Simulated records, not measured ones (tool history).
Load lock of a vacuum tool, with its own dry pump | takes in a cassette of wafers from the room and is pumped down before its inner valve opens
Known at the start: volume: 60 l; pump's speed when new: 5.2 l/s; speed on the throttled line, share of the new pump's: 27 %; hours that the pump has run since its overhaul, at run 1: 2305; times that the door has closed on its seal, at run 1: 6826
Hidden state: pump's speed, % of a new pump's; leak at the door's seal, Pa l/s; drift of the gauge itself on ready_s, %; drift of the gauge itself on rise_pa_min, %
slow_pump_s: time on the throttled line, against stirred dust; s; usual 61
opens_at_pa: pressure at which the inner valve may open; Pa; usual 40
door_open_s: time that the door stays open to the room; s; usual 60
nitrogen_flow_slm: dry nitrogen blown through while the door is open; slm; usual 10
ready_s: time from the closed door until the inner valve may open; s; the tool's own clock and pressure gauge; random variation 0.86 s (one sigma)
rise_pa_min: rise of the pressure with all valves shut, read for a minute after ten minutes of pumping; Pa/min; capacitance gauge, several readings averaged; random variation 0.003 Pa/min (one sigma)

run	hour	slow_pump_s	opens_at_pa	door_open_s	nitrogen_flow_slm	hours that the pump has run since its overhaul	times that the door has closed on its seal	incoming humidity of the room's air, %	ready_s	rise_pa_min
1	0.0	61	40	60	10	2305	6826	45.3	136.9	0.074
2	90.7	89	40	60	10	2395	7166	46.0	157.3	0.080
3	156.8	89	40	60	10	2462	7413	43.5	155.4	0.076
4	256.5	89	40	60	10	2561	7786	44.7	155.8	0.079
5	355.2	89	40	60	10	2660	8155	46.0	155.7	0.076
6	496.6	89	40	60	10	2801	8684	46.3	155.6	0.093
7	625.9	89	40	60	5	2931	9168	45.8	156.0	0.103
8	702.7	89	40	60	7	3007	9455	42.3	155.6	0.098
9	761.4	67	40	60	10	3066	9674	46.1	140.1	0.105
10	842.2	61	40	60	10	3147	9977	44.9	136.7	0.103
11	963.5	61	40	60	10	3268	10431	45.8	135.8	0.100
12	1074.3	61	40	60	10	3379	10845	42.2	136.2	0.111
13	1205.7	61	40	60	10	3510	11337	44.3	135.6	0.109
14	1266.3	38	40	29	10	3571	11563	43.9	119.9	0.118
15	1369.2	61	40	60	6	3674	11948	47.0	136.7	0.130
16	1433.7	61	40	60	6	3738	12190	45.8	137.4	0.132
17	1578.9	61	40	60	6	3884	12733	44.4	137.8	0.136
18	1701.4	61	40	60	6	4006	13191	45.1	136.8	0.143

Run 19 comes next. What will it give?
19	1828.3	61	40	60	6	4133	13665	45.2	?	?

{"run 19": {"ready_s": 135.5, "rise_pa_min": 0.153}}
Without the tool's hidden state the same run would have given ready_s 133.5 s, rise_pa_min 0.033 Pa/min.
